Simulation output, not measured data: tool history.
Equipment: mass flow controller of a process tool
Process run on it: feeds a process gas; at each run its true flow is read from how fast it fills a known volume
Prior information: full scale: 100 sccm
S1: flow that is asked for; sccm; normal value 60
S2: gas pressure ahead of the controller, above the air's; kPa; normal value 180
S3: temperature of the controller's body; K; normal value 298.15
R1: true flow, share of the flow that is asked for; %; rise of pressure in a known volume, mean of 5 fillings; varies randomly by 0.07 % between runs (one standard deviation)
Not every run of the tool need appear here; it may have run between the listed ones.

run    hour  S1   S2      S3     R1
  1       0  60  180  298.15  99.25
  2     191  60  180  298.15  99.11
  3   308.3  60  180  298.15   99.2
  4   499.2  60  180  298.15  99.29
  5   650.6  60  180  298.15   99.2
  6   774.1  60  180  298.15  99.21
  7   969.5  60  180  298.15  99.24
  8  1068.1  60  180  298.15  99.14
  9  1197.5  60  180  298.15  99.37
 10  1313.6  60  180  293.15  98.96
 11  1418.8  60  180  298.15   99.1
 12    1533  60  141  298.15   99.1
 13  1657.1  60  180  298.15  99.18
 14  1753.5  60  180  298.15  99.22
 15  1944.2  12  280  298.15  98.83

The next listed run, before its measurement:
 16  2066  59  194  297.15   ?

Logged for run 16: R1 99.18 %.
On a tool with no hidden condition, and with the same random variation, this run would have come out at R1 99.17 %.
